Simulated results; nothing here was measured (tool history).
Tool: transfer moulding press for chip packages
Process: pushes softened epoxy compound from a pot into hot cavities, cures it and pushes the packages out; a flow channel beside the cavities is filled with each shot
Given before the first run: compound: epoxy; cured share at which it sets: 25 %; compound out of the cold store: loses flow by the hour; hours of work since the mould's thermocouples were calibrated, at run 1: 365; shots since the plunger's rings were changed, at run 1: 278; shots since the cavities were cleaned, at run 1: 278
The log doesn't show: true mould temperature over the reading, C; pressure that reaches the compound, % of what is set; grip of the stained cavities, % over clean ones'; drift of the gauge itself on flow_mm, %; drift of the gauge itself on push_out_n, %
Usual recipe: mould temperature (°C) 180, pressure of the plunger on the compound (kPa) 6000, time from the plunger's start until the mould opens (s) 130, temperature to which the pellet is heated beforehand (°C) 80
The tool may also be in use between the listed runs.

| run | hour | mould temperature (°C) | pressure of the plunger on the compound (kPa) | time from the plunger's start until the mould opens (s) | temperature to which the pellet is heated beforehand (°C) | hours of work since the mould's thermocouples were calibrated | shots since the plunger's rings were changed | shots since the cavities were cleaned | incoming compound's hours out of the cold store | length that the compound runs in the flow channel (mm) | greatest force on the pins that push the packages out (N) |
|---|---|---|---|---|---|---|---|---|---|---|---|
| 1 | 0 | 180 | 6000 | 130 | 80 | 365 | 278 | 278 | 47 | 628 | 333 |
| 2 | 25.6 | 180 | 6000 | 130 | 80 | 377 | 442 | 442 | 31.1 | 679 | 368 |
| 3 | 42.4 | 180 | 6000 | 117 | 80 | 385 | 549 | 549 | 26.5 | 695 | 429 |
|  | 47.7 | cavities cleaned with cleaning compound and waxed |
| 4 | 66.2 | 180 | 6000 | 117 | 80 | 395 | 691 | 118 | 40.7 | 647 | 338 |
| 5 | 89.7 | 180 | 6000 | 130 | 80 | 406 | 841 | 268 | 39.1 | 650 | 337 |
| 6 | 123.1 | 180 | 6000 | 130 | 80 | 421 | 1054 | 481 | 40.7 | 643 | 368 |
|  | 139 | cavities cleaned with cleaning compound and waxed |
| 7 | 152 | 180 | 6000 | 149 | 80 | 434 | 1229 | 83 | 46 | 624 | 283 |
| 8 | 181 | 180 | 6000 | 149 | 80 | 447 | 1414 | 268 | 36.5 | 655 | 317 |
| 9 | 199.5 | 180 | 6000 | 149 | 80 | 456 | 1532 | 386 | 13.8 | 734 | 325 |
|  | 230.9 | cavities cleaned with cleaning compound and waxed |
| 10 | 240.6 | 179 | 5190 | 133 | 85 | 474 | 1784 | 62 | 33.1 | 619 | 291 |
| 11 | 275.9 | 186 | 6000 | 130 | 71 | 491 | 2010 | 288 | 42.4 | 615 | 302 |
| 12 | 316 | 180 | 5190 | 145 | 80 | 509 | 2265 | 543 | 24 | 644 | 339 |
|  | 320.4 | cavities cleaned with cleaning compound and waxed |
| 13 | 347 | 180 | 5190 | 145 | 80 | 523 | 2453 | 169 | 24.9 | 639 | 292 |
| 14 | 379.9 | 180 | 5190 | 145 | 80 | 538 | 2663 | 379 | 8.2 | 695 | 333 |
|  | 411.2 | cavities cleaned with cleaning compound and waxed |
| 15 | 420.6 | 180 | 6950 | 138 | 80 | 556 | 2913 | 60 | 19.8 | 757 | 287 |
| 16 | 457.8 | 180 | 6950 | 138 | 80 | 573 | 3150 | 297 | 14.8 | 773 | 317 |
| 17 | 487.8 | 178 | 7290 | 138 | 80 | 587 | 3342 | 489 | 46.7 | 676 | 363 |
|  | 502.5 | cavities cleaned with cleaning compound and waxed |
| 18 | 518 | 186 | 7290 | 159 | 80 | 601 | 3525 | 99 | 47 | 652 | 263 |

Results per run with the tool's hidden condition removed, run-to-run variation unchanged:
| run | length that the compound runs in the flow channel (mm) | greatest force on the pins that push the packages out (N) |
|---|---|---|
| 1 | 634 | 275 |
| 2 | 687 | 288 |
| 3 | 704 | 332 |
| 4 | 656 | 310 |
| 5 | 661 | 283 |
| 6 | 655 | 288 |
| 7 | 636 | 258 |
| 8 | 669 | 262 |
| 9 | 752 | 256 |
| 10 | 636 | 283 |
| 11 | 633 | 249 |
| 12 | 664 | 258 |
| 13 | 661 | 260 |
| 14 | 720 | 269 |
| 15 | 787 | 277 |
| 16 | 806 | 268 |
| 17 | 706 | 289 |
| 18 | 682 | 241 |
